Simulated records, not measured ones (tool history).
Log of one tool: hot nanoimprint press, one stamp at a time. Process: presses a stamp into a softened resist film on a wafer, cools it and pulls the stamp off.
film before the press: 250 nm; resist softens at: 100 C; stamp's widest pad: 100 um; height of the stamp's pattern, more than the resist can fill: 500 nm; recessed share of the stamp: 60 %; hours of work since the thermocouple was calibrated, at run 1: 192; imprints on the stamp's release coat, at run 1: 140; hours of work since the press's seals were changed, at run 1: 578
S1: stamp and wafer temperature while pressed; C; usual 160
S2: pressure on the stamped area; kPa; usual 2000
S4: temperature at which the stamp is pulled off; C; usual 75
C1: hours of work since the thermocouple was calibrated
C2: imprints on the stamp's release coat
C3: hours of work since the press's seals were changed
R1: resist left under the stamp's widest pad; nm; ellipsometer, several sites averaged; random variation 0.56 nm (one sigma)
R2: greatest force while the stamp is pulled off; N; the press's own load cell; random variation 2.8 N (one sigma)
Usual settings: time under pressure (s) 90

{"run": 1, "hour": 0.0, "S1": 160, "S2": 2000, "time under pressure (s)": 90, "S4": 75, "C1": 192, "C2": 140, "C3": 578, "R1": 109.3, "R2": 129}
{"run": 2, "hour": 25.3, "S1": 160, "S2": 2000, "time under pressure (s)": 90, "S4": 75, "C1": 208, "C2": 234, "C3": 594, "R1": 109.2, "R2": 135}
{"run": 3, "hour": 57.1, "S1": 160, "S2": 2000, "time under pressure (s)": 90, "S4": 75, "C1": 229, "C2": 351, "C3": 615, "R1": 108.9, "R2": 128}
{"run": 4, "hour": 86.8, "S1": 160, "S2": 3030, "time under pressure (s)": 90, "S4": 75, "C1": 249, "C2": 461, "C3": 635, "R1": 86.4, "R2": 132}
{"run": 5, "hour": 111.0, "S1": 155, "S2": 2000, "time under pressure (s)": 90, "S4": 75, "C1": 265, "C2": 550, "C3": 651, "R1": 129.8, "R2": 137}
{"hour": 126.0, "done": "plate thermocouple calibrated"}
{"run": 6, "hour": 130.5, "S1": 160, "S2": 2000, "time under pressure (s)": 89, "S4": 75, "C1": 3, "C2": 612, "C3": 662, "R1": 112.9, "R2": 146}
{"run": 7, "hour": 161.6, "S1": 162, "S2": 2000, "time under pressure (s)": 89, "S4": 75, "C1": 23, "C2": 726, "C3": 682, "R1": 104.8, "R2": 143}
{"run": 8, "hour": 196.7, "S1": 160, "S2": 2000, "time under pressure (s)": 90, "S4": 75, "C1": 47, "C2": 856, "C3": 705, "R1": 110.8, "R2": 148}
{"run": 9, "hour": 216.6, "S1": 160, "S2": 2000, "time under pressure (s)": 90, "S4": 75, "C1": 60, "C2": 930, "C3": 719, "R1": 111.9, "R2": 154}
{"run": 10, "hour": 231.2, "S1": 160, "S2": 2000, "time under pressure (s)": 90, "S4": 75, "C1": 69, "C2": 984, "C3": 728, "R1": 111.4, "R2": 151}
{"run": 11, "hour": 248.1, "S1": 160, "S2": 2000, "time under pressure (s)": 90, "S4": 75, "C1": 80, "C2": 1046, "C3": 739, "R1": 110.5, "R2": 150}
{"run": 12, "hour": 264.8, "S1": 160, "S2": 2000, "time under pressure (s)": 90, "S4": 75, "C1": 92, "C2": 1108, "C3": 750, "R1": 110.0, "R2": 155}
{"run": 13, "hour": 284.0, "S1": 160, "S2": 2000, "time under pressure (s)": 90, "S4": 75, "C1": 104, "C2": 1179, "C3": 763, "R1": 112.4, "R2": 155}
{"run": 14, "hour": 316.5, "S1": 160, "S2": 2000, "time under pressure (s)": 90, "S4": 75, "C1": 126, "C2": 1299, "C3": 785, "R1": 111.0, "R2": 164}
{"run": 15, "hour": 343.8, "S1": 160, "S2": 2000, "time under pressure (s)": 90, "S4": 75, "C1": 144, "C2": 1400, "C3": 803, "R1": 110.5, "R2": 158}
{"run": 16, "hour": 377.8, "S1": 167, "S2": 1260, "time under pressure (s)": 90, "S4": 75, "C1": 166, "C2": 1526, "C3": 825, "R1": 112.3, "R2": 162}
{"run": 17, "hour": 394.6, "S1": 167, "S2": 1260, "time under pressure (s)": 90, "S4": 75, "C1": 177, "C2": 1588, "C3": 836, "R1": 113.1, "R2": 164}
{"run": 18, "hour": 411.4, "S1": 167, "S2": 1260, "time under pressure (s)": 90, "S4": 75, "C1": 188, "C2": 1650, "C3": 847, "R1": 112.7, "R2": 163}
{"hour": 429.0, "done": "stamp cleaned and given a new release coat"}
{"run": 19, "hour": 451.5, "S1": 167, "S2": 1260, "time under pressure (s)": 90, "S4": 75, "C1": 211, "C2": 83, "C3": 870, "R1": 112.1, "R2": 132}
{"run": 20, "hour": 482.5, "S1": 167, "S2": 1260, "time under pressure (s)": 90, "S4": 75, "C1": 231, "C2": 198, "C3": 890, "R1": 111.7, "R2": 137}
{"run": 21, "hour": 497.5, "S1": 149, "S2": 1260, "time under pressure (s)": 90, "S4": 73, "C1": 241, "C2": 253, "C3": 900, "R1": 191.4, "R2": 138}
{"run": 22, "hour": 528.8, "S1": 151, "S2": 2000, "time under pressure (s)": 69, "S4": 75, "C1": 262, "C2": 369, "C3": 921, "R1": 162.0, "R2": 138}
{"hour": 550.2, "done": "plate thermocouple calibrated"}
{"run": 23, "hour": 554.7, "S1": 151, "S2": 2000, "time under pressure (s)": 69, "S4": 75, "C1": 3, "C2": 453, "C3": 936, "R1": 165.2, "R2": 146}
{"run": 24, "hour": 573.4, "S1": 153, "S2": 2000, "time under pressure (s)": 128, "S4": 76, "C1": 15, "C2": 523, "C3": 948, "R1": 130.5, "R2": 142}
{"run": 25, "hour": 590.1, "S1": 153, "S2": 2000, "time under pressure (s)": 128, "S4": 76, "C1": 26, "C2": 584, "C3": 959, "R1": 130.2, "R2": 137}
{"run": 26, "hour": 605.6, "S1": 153, "S2": 2000, "time under pressure (s)": 128, "S4": 76, "C1": 37, "C2": 642, "C3": 969, "R1": 130.8, "R2": 138}
{"run": 27, "hour": 622.4, "S1": 160, "S2": 2000, "time under pressure (s)": 90, "S4": 74, "C1": 48, "C2": 704, "C3": 980, "R1": 112.6, "R2": 149}
{"run": 28, "hour": 651.5, "S1": 160, "S2": 2000, "time under pressure (s)": 90, "S4": 74, "C1": 67, "C2": 811, "C3": 999, "R1": 112.7, "R2": 144}
{"run": 29, "hour": 672.3, "S1": 160, "S2": 2000, "time under pressure (s)": 90, "S4": 74, "C1": 81, "C2": 888, "C3": 1013, "R1": 112.8, "R2": 157}

5 ways to go on from here, each from the tool as it stands after run 29. What would each give?
{"hour": 707.3, "done": "press's hydraulic seals changed and the load cell set to zero"}
{"run": "A", "hour": 714.6, "S1": 170, "S2": 1490, "time under pressure (s)": 90, "S4": 70, "C1": 103, "C2": 1015, "C3": 5, "R1": "?", "R2": "?"}
{"hour": 707.3, "done": "press's hydraulic seals changed and the load cell set to zero"}
{"run": "B", "hour": 714.6, "S1": 160, "S2": 2940, "time under pressure (s)": 48, "S4": 82, "C1": 103, "C2": 1015, "C3": 5, "R1": "?", "R2": "?"}
{"hour": 707.3, "done": "press's hydraulic seals changed and the load cell set to zero"}
{"run": "C", "hour": 714.6, "S1": 170, "S2": 2210, "time under pressure (s)": 90, "S4": 68, "C1": 103, "C2": 1015, "C3": 5, "R1": "?", "R2": "?"}
{"hour": 707.3, "done": "press's hydraulic seals changed and the load cell set to zero"}
{"run": "D", "hour": 714.6, "S1": 160, "S2": 2000, "time under pressure (s)": 51, "S4": 74, "C1": 103, "C2": 1015, "C3": 5, "R1": "?", "R2": "?"}
{"hour": 707.3, "done": "press's hydraulic seals changed and the load cell set to zero"}
{"run": "E", "hour": 714.6, "S1": 165, "S2": 2000, "time under pressure (s)": 165, "S4": 75, "C1": 103, "C2": 1015, "C3": 5, "R1": "?", "R2": "?"}

run=A R1=90.4 R2=175
run=B R1=106.5 R2=122
run=C R1=71.7 R2=191
run=D R1=127.5 R2=155
run=E R1=73.9 R2=146
Without the tool's hidden state the same runs would have given:
run=A R1=91.0 R2=151
run=B R1=107.3 R2=105
run=C R1=72.3 R2=165
run=D R1=128.5 R2=134
run=E R1=74.5 R2=126
